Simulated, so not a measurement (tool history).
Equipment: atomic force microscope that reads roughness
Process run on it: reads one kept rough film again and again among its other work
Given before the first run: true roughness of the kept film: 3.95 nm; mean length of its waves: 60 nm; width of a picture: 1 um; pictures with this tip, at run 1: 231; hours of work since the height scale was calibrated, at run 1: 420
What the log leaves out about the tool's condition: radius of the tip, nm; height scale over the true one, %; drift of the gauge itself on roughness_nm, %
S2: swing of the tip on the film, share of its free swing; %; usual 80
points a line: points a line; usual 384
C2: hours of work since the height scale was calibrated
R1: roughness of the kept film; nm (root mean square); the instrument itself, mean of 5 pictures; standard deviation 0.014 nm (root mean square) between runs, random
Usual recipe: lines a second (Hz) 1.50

Run 1, day 0.000: usual settings; pictures with this tip 231; C2 420. Result: R1 3.285 nm (root mean square).
Run 2, day 1.292: usual settings; pictures with this tip 258; C2 433. Result: R1 3.292 nm (root mean square).
Run 3, day 2.542: usual settings but points a line 369; pictures with this tip 284; C2 446. Result: R1 3.282 nm (root mean square).
Run 4, day 3.712: usual settings but points a line 369; pictures with this tip 308; C2 458. Result: R1 3.287 nm (root mean square).
At day 4.246: new tip fitted.
Run 5, day 4.646: usual settings but points a line 369; pictures with this tip 8; C2 468. Result: R1 3.292 nm (root mean square).
Run 6, day 6.046: usual settings but points a line 483; pictures with this tip 37; C2 482. Result: R1 3.287 nm (root mean square).
Run 7, day 7.646: usual settings but points a line 483; pictures with this tip 70; C2 499. Result: R1 3.304 nm (root mean square).
Run 8, day 9.271: usual settings but points a line 375; pictures with this tip 103; C2 516. Result: R1 3.297 nm (root mean square).
Run 9, day 10.108: usual settings but points a line 375; pictures with this tip 120; C2 524. Result: R1 3.293 nm (root mean square).
Run 10, day 11.758: usual settings but points a line 318; pictures with this tip 154; C2 541. Result: R1 3.289 nm (root mean square).
Run 11, day 13.304: usual settings but points a line 318; pictures with this tip 186; C2 558. Result: R1 3.290 nm (root mean square).
Run 12, day 14.862: usual settings but points a line 318; pictures with this tip 218; C2 574. Result: R1 3.294 nm (root mean square).
Run 13, day 16.321: usual settings but points a line 318; pictures with this tip 248; C2 589. Result: R1 3.276 nm (root mean square).
Run 14, day 18.017: usual settings but points a line 260; pictures with this tip 283; C2 606. Result: R1 3.257 nm (root mean square).
Run 15, day 19.650: usual settings but points a line 260; pictures with this tip 316; C2 623. Result: R1 3.280 nm (root mean square).
At day 19.796: new tip fitted.
Run 16, day 20.954: usual settings but S2 67 %, points a line 433; pictures with this tip 23; C2 637. Result: R1 3.528 nm (root mean square).
Run 17, day 22.312: usual settings but S2 67 %, points a line 433; pictures with this tip 51; C2 651. Result: R1 3.532 nm (root mean square).
Run 18, day 23.675: usual settings but S2 67 %, points a line 433; pictures with this tip 79; C2 665. Result: R1 3.531 nm (root mean square).
Run 19, day 25.154: usual settings but S2 67 %, points a line 423; pictures with this tip 110; C2 680. Result: R1 3.537 nm (root mean square).
Run 20, day 26.817: usual settings but lines a second (Hz) 3.28, S2 82 %, points a line 349; pictures with this tip 144; C2 697. Result: R1 2.776 nm (root mean square).
Run 21, day 27.938: usual settings but lines a second (Hz) 0.59, S2 61 %, points a line 424; pictures with this tip 167; C2 709. Result: R1 3.717 nm (root mean square).
Run 22, day 29.079: usual settings but lines a second (Hz) 0.58; pictures with this tip 190; C2 721. Result: R1 3.576 nm (root mean square).
Run 23, day 30.271: usual settings but lines a second (Hz) 0.58; pictures with this tip 215; C2 733. Result: R1 3.596 nm (root mean square).
Run 24, day 31.917: usual settings but lines a second (Hz) 1.04, S2 67 %, points a line 445; pictures with this tip 248; C2 750. Result: R1 3.608 nm (root mean square).
Run 25, day 33.662: usual settings but lines a second (Hz) 1.04, S2 67 %, points a line 445; pictures with this tip 284; C2 768. Result: R1 3.574 nm (root mean square).
Run 26, day 34.946: usual settings but lines a second (Hz) 1.04, S2 67 %, points a line 445; pictures with this tip 310; C2 782. Result: R1 3.584 nm (root mean square).
At day 35.371: new tip fitted.
Run 27, day 36.304: usual settings but lines a second (Hz) 1.04, S2 67 %, points a line 445; pictures with this tip 19; C2 795. Result: R1 3.586 nm (root mean square).
Run 28, day 37.529: usual settings but lines a second (Hz) 1.04, S2 74 %, points a line 445; pictures with this tip 44; C2 808. Result: R1 3.512 nm (root mean square).

Branching from run 28: 3 alternative next runs. What would each branch give?
Run A, day 38.583: usual settings but lines a second (Hz) 1.14, S2 74 %, points a line 445; pictures with this tip 66; C2 819. Result: R1 ?.
Run B, day 38.583: usual settings but S2 85 %; pictures with this tip 66; C2 819. Result: R1 ?.
Run C, day 38.583: usual settings but lines a second (Hz) 1.00, S2 58 %, points a line 309; pictures with this tip 66; C2 819. Result: R1 ?.

run     R1
  A  3.489
  B  3.155
  C  3.665
Stripped of hidden state, with their random variation kept, the same runs would have yielded:
run     R1
  A  3.492
  B  3.158
  C  3.668
